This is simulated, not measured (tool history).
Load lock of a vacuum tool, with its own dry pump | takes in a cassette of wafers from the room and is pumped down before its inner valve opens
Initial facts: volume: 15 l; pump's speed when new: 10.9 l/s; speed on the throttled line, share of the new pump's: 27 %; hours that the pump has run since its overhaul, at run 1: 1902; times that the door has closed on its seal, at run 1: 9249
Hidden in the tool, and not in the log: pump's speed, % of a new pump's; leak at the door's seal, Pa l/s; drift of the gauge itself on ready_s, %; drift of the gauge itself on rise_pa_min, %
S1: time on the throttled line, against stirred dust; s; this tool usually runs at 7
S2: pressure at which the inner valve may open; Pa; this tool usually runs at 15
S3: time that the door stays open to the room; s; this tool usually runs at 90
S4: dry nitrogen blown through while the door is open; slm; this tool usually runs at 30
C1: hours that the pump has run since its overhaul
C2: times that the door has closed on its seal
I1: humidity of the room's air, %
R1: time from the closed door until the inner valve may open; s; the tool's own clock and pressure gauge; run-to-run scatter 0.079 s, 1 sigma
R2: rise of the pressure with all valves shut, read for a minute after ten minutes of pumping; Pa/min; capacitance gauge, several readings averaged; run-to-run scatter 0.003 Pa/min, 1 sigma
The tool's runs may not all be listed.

run 1 hour=0.0 | S1=7 S2=15 S3=90 S4=30 | C1=1902 C2=9249 | I1=43.9 | R1=17.38 R2=0.049
run 2 hour=106.8 | S1=7 S2=15 S3=90 S4=30 | C1=2009 C2=9487 | I1=41.9 | R1=17.54 R2=0.052
run 3 hour=154.6 | S1=7 S2=15 S3=90 S4=30 | C1=2056 C2=9593 | I1=44.4 | R1=17.26 R2=0.050
run 4 hour=267.8 | S1=7 S2=15 S3=97 S4=30 | C1=2170 C2=9845 | I1=42.7 | R1=17.49 R2=0.055
run 5 hour=348.3 | S1=7 S2=15 S3=176 S4=30 | C1=2250 C2=10025 | I1=44.7 | R1=17.38 R2=0.071
run 6 hour=435.1 | S1=7 S2=15 S3=90 S4=30 | C1=2337 C2=10218 | I1=40.6 | R1=17.56 R2=0.053
run 7 hour=536.8 | S1=7 S2=23 S3=90 S4=30 | C1=2439 C2=10444 | I1=42.5 | R1=16.89 R2=0.056
run 8 hour=639.8 | S1=7 S2=23 S3=90 S4=30 | C1=2542 C2=10674 | I1=43.6 | R1=16.84 R2=0.053
run 9 hour=736.7 | S1=7 S2=23 S3=90 S4=30 | C1=2639 C2=10890 | I1=44.4 | R1=16.84 R2=0.058
run 10 hour=801.6 | S1=7 S2=23 S3=90 S4=30 | C1=2703 C2=11034 | I1=46.6 | R1=16.86 R2=0.057
run 11 hour=869.3 | S1=7 S2=15 S3=90 S4=28 | C1=2771 C2=11185 | I1=42.1 | R1=17.28 R2=0.057
run 12 hour=932.0 | S1=5 S2=15 S3=145 S4=12 | C1=2834 C2=11325 | I1=43.8 | R1=15.89 R2=0.094
run 13 hour=1033.2 | S1=4 S2=15 S3=145 S4=12 | C1=2935 C2=11550 | I1=43.2 | R1=15.32 R2=0.090
run 14 hour=1127.5 | S1=6 S2=14 S3=65 S4=9 | C1=3029 C2=11760 | I1=43.2 | R1=16.93 R2=0.075
run 15 hour=1230.7 | S1=6 S2=12 S3=128 S4=9 | C1=3133 C2=11990 | I1=44.8 | R1=17.11 R2=0.099
run 16 hour=1326.2 | S1=6 S2=12 S3=128 S4=9 | C1=3228 C2=12202 | I1=42.3 | R1=17.00 R2=0.092
run 17 hour=1432.1 | S1=7 S2=23 S3=37 S4=35 | C1=3334 C2=12438 | I1=49.8 | R1=16.95 R2=0.049
run 18 hour=1482.8 | S1=6 S2=14 S3=30 S4=25 | C1=3385 C2=12551 | I1=44.3 | R1=16.83 R2=0.043
run 19 hour=1588.3 | S1=7 S2=21 S3=90 S4=19 | C1=3490 C2=12786 | I1=42.3 | R1=16.93 R2=0.062
run 20 hour=1661.4 | S1=4 S2=12 S3=97 S4=7 | C1=3563 C2=12949 | I1=43.8 | R1=15.70 R2=0.087
run 21 hour=1761.1 | S1=4 S2=12 S3=97 S4=7 | C1=3663 C2=13171 | I1=44.2 | R1=15.64 R2=0.094
run 22 hour=1873.9 | S1=7 S2=27 S3=95 S4=30 | C1=3776 C2=13422 | I1=47.0 | R1=16.63 R2=0.062

Each row is a separate what-if for the run after 22, all from the same tool condition, not one after another. Results?
run A hour=1973.5 | S1=7 S2=10 S3=138 S4=26 | C1=3875 C2=13644 | I1=48.6 | R1=? R2=?
run B hour=1973.5 | S1=9 S2=27 S3=95 S4=8 | C1=3875 C2=13644 | I1=46.8 | R1=? R2=?
run C hour=1973.5 | S1=7 S2=22 S3=28 S4=9 | C1=3875 C2=13644 | I1=45.5 | R1=? R2=?
run D hour=1973.5 | S1=13 S2=27 S3=95 S4=14 | C1=3875 C2=13644 | I1=42.6 | R1=? R2=?
run E hour=1973.5 | S1=9 S2=15 S3=32 S4=30 | C1=3875 C2=13644 | I1=44.3 | R1=? R2=?

run=A R1=18.20 R2=0.072
run=B R1=18.17 R2=0.088
run=C R1=17.04 R2=0.053
run=D R1=20.89 R2=0.079
run=E R1=18.93 R2=0.052
Without the tool's unlogged condition, the same runs would have read:
run=A R1=17.96 R2=0.045
run=B R1=17.97 R2=0.062
run=C R1=16.82 R2=0.028
run=D R1=20.72 R2=0.053
run=E R1=18.71 R2=0.027

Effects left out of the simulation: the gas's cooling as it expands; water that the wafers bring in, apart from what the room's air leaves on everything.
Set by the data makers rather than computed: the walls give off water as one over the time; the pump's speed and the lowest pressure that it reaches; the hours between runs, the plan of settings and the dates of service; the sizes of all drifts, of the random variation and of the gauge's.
